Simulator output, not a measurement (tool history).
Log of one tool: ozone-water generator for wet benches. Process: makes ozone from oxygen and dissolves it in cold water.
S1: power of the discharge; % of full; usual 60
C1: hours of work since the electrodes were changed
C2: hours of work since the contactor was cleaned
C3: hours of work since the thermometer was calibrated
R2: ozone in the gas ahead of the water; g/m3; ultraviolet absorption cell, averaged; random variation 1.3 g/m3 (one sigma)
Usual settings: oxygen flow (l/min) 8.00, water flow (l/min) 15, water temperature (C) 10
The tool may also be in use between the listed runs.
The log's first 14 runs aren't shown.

Run 15, day 14.333: usual settings but oxygen flow (l/min) 13.58; C1 873; C2 6164; C3 1382. Result: dissolved ozone (ppm) 47.3, R2 202.0 g/m3.
Run 16, day 15.542: usual settings but oxygen flow (l/min) 13.58, water temperature (C) 13; C1 896; C2 6187; C3 1405. Result: dissolved ozone (ppm) 44.7, R2 202.2 g/m3.
Run 17, day 16.850: usual settings but water temperature (C) 8; C1 921; C2 6212; C3 1429. Result: dissolved ozone (ppm) 48.4, R2 243.2 g/m3.
Run 18, day 17.950: usual settings but oxygen flow (l/min) 7.12, water flow (l/min) 16; C1 942; C2 6232; C3 1450. Result: dissolved ozone (ppm) 44.4, R2 252.2 g/m3.
Run 19, day 19.079: usual settings but oxygen flow (l/min) 7.12, water flow (l/min) 16; C1 963; C2 6254; C3 1472. Result: dissolved ozone (ppm) 44.7, R2 252.5 g/m3.
Run 20, day 19.700: usual settings but S1 86 % of full, oxygen flow (l/min) 9.91, water flow (l/min) 16; C1 974; C2 6265; C3 1483. Result: dissolved ozone (ppm) 58.7, R2 287.8 g/m3.
Run 21, day 21.158: usual settings but S1 84 % of full, oxygen flow (l/min) 7.39, water flow (l/min) 9, water temperature (C) 6; C1 1002; C2 6293; C3 1511. Result: dissolved ozone (ppm) 82.1, R2 315.1 g/m3.
Run 22, day 22.596: usual settings but S1 84 % of full, oxygen flow (l/min) 7.39, water flow (l/min) 9, water temperature (C) 6; C1 1029; C2 6320; C3 1538. Result: dissolved ozone (ppm) 83.4, R2 313.0 g/m3.
Run 23, day 23.254: usual settings but S1 66 % of full, oxygen flow (l/min) 10.18, water flow (l/min) 19, water temperature (C) 6; C1 1041; C2 6332; C3 1550. Result: dissolved ozone (ppm) 46.7, R2 238.0 g/m3.
Run 24, day 24.633: usual settings but S1 66 % of full, oxygen flow (l/min) 10.18, water flow (l/min) 19, water temperature (C) 6; C1 1067; C2 6358; C3 1576. Result: dissolved ozone (ppm) 46.5, R2 238.8 g/m3.
Run 25, day 25.517: usual settings but S1 85 % of full, oxygen flow (l/min) 9.70, water flow (l/min) 14, water temperature (C) 6; C1 1084; C2 6375; C3 1593. Result: dissolved ozone (ppm) 67.3, R2 285.8 g/m3.
Run 26, day 26.667: usual settings but S1 81 % of full; C1 1106; C2 6397; C3 1614. Result: dissolved ozone (ppm) 57.0, R2 296.9 g/m3.
Run 27, day 27.629: usual settings but S1 62 % of full, water flow (l/min) 12; C1 1124; C2 6415; C3 1633. Result: dissolved ozone (ppm) 54.6, R2 247.0 g/m3.
Run 28, day 28.367: usual settings but S1 62 % of full, water flow (l/min) 12; C1 1138; C2 6429; C3 1647. Result: dissolved ozone (ppm) 53.7, R2 246.6 g/m3.
Run 29, day 29.233: usual settings but S1 52 % of full; C1 1154; C2 6445; C3 1663. Result: dissolved ozone (ppm) 42.1, R2 219.5 g/m3.
Run 30, day 30.479: usual settings but oxygen flow (l/min) 11.88, water flow (l/min) 16, water temperature (C) 5; C1 1178; C2 6468; C3 1686. Result: dissolved ozone (ppm) 50.5, R2 211.9 g/m3.
Run 31, day 31.379: usual settings but S1 75 % of full, water temperature (C) 15; C1 1195; C2 6485; C3 1703. Result: dissolved ozone (ppm) 49.2, R2 282.7 g/m3.
Run 32, day 32.688: usual settings but S1 94 % of full, oxygen flow (l/min) 10.95, water flow (l/min) 17, water temperature (C) 9; C1 1219; C2 6510; C3 1728. Result: dissolved ozone (ppm) 60.4, R2 295.6 g/m3.

4 ways to go on from here, each from the tool as it stands after run 32. What would each give?
Run A, day 33.838: usual settings but S1 74 % of full, water flow (l/min) 24, water temperature (C) 13; C1 1241; C2 6532; C3 1750. Result: dissolved ozone (ppm) ?, R2 ?.
Run B, day 33.838: usual settings but S1 99 % of full; C1 1241; C2 6532; C3 1750. Result: dissolved ozone (ppm) ?, R2 ?.
Run C, day 33.838: usual settings but S1 42 % of full, oxygen flow (l/min) 5.48, water flow (l/min) 17, water temperature (C) 5; C1 1241; C2 6532; C3 1750. Result: dissolved ozone (ppm) ?, R2 ?.
Run D, day 33.838: usual settings but S1 94 % of full, oxygen flow (l/min) 4.32, water flow (l/min) 17, water temperature (C) 9; C1 1241; C2 6532; C3 1750. Result: dissolved ozone (ppm) ?, R2 ?.

run  dissolved ozone (ppm)     R2
  A                   37.0  278.2
  B                   65.4  337.6
  C                   34.0  214.5
  D                   51.9  401.7
Without the tool's hidden state the same runs would have given:
run  dissolved ozone (ppm)     R2
  A                   39.4  283.8
  B                   69.3  345.8
  C                   35.7  217.3
  D                   55.1  411.2
